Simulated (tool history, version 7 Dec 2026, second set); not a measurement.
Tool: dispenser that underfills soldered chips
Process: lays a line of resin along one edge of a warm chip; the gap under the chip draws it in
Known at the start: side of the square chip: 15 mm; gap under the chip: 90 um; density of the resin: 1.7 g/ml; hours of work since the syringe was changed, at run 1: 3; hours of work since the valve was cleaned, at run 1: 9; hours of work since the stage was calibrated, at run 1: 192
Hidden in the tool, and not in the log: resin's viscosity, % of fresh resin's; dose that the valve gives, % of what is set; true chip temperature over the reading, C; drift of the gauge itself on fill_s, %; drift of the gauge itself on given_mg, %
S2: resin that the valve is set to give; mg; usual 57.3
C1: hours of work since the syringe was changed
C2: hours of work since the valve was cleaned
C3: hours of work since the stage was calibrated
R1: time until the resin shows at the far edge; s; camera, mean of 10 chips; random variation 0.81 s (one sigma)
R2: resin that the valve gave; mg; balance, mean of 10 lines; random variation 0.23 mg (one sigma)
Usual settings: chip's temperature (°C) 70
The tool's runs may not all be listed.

run 1 day=0.000 | chip's_temperature_(°C)=70 S2=57.3 | C1=3 C2=9 C3=192 | R1=92.3 R2=56.98
-- day=0.279 new syringe of resin
run 2 day=0.550 | chip's_temperature_(°C)=70 S2=59.3 | C1=4 C2=17 C3=200 | R1=103.0 R2=58.59
-- day=0.725 new syringe of resin
run 3 day=1.096 | chip's_temperature_(°C)=70 S2=51.6 | C1=6 C2=25 C3=208 | R1=114.0 R2=50.72
-- day=1.167 new syringe of resin
run 4 day=1.362 | chip's_temperature_(°C)=70 S2=57.3 | C1=3 C2=29 C3=212 | R1=91.2 R2=56.42
-- day=1.596 new syringe of resin
run 5 day=1.825 | chip's_temperature_(°C)=70 S2=57.3 | C1=3 C2=36 C3=219 | R1=96.9 R2=55.84
-- day=2.046 new syringe of resin
run 6 day=2.183 | chip's_temperature_(°C)=70 S2=57.3 | C1=2 C2=42 C3=224 | R1=87.8 R2=55.64
-- day=2.488 new syringe of resin
run 7 day=2.504 | chip's_temperature_(°C)=61 S2=57.3 | C1=0 C2=46 C3=229 | R1=118.1 R2=55.46
run 8 day=2.733 | chip's_temperature_(°C)=61 S2=57.3 | C1=4 C2=50 C3=233 | R1=153.0 R2=55.11
-- day=2.929 new syringe of resin
run 9 day=3.154 | chip's_temperature_(°C)=70 S2=62.8 | C1=3 C2=56 C3=239 | R1=95.1 R2=60.10
-- day=3.388 new syringe of resin
run 10 day=3.500 | chip's_temperature_(°C)=70 S2=62.8 | C1=2 C2=61 C3=244 | R1=82.8 R2=59.55
-- day=3.838 new syringe of resin
run 11 day=4.054 | chip's_temperature_(°C)=59 S2=57.3 | C1=3 C2=69 C3=252 | R1=161.5 R2=54.28
-- day=4.300 new syringe of resin
run 12 day=4.525 | chip's_temperature_(°C)=59 S2=57.3 | C1=3 C2=76 C3=259 | R1=161.5 R2=54.08
-- day=4.758 new syringe of resin
run 13 day=4.996 | chip's_temperature_(°C)=59 S2=57.3 | C1=4 C2=84 C3=266 | R1=163.9 R2=53.93
-- day=5.196 new syringe of resin
run 14 day=5.446 | chip's_temperature_(°C)=59 S2=57.3 | C1=4 C2=90 C3=273 | R1=170.2 R2=53.68
-- day=5.633 new syringe of resin
run 15 day=5.838 | chip's_temperature_(°C)=84 S2=62.8 | C1=3 C2=96 C3=279 | R1=48.9 R2=58.31
-- day=6.062 new syringe of resin
run 16 day=6.088 | chip's_temperature_(°C)=63 S2=52.0 | C1=0 C2=100 C3=282 | R1=106.4 R2=48.27
-- day=6.525 new syringe of resin
run 17 day=6.621 | chip's_temperature_(°C)=55 S2=52.6 | C1=1 C2=108 C3=290 | R1=172.1 R2=48.48

3 ways to go on from here, each from the tool as it stands after run 17. What would each give?
run A day=6.854 | chip's_temperature_(°C)=55 S2=48.8 | C1=5 C2=111 C3=294 | R1=? R2=?
run B day=6.854 | chip's_temperature_(°C)=64 S2=68.1 | C1=5 C2=111 C3=294 | R1=? R2=?
run C day=6.854 | chip's_temperature_(°C)=60 S2=74.2 | C1=5 C2=111 C3=294 | R1=? R2=?

run=A R1=233.0 R2=45.04
run=B R1=140.9 R2=62.20
run=C R1=170.1 R2=68.16
Without the tool's hidden state the same runs would have given:
run=A R1=162.7 R2=48.94
run=B R1=99.9 R2=67.60
run=C R1=120.9 R2=74.08
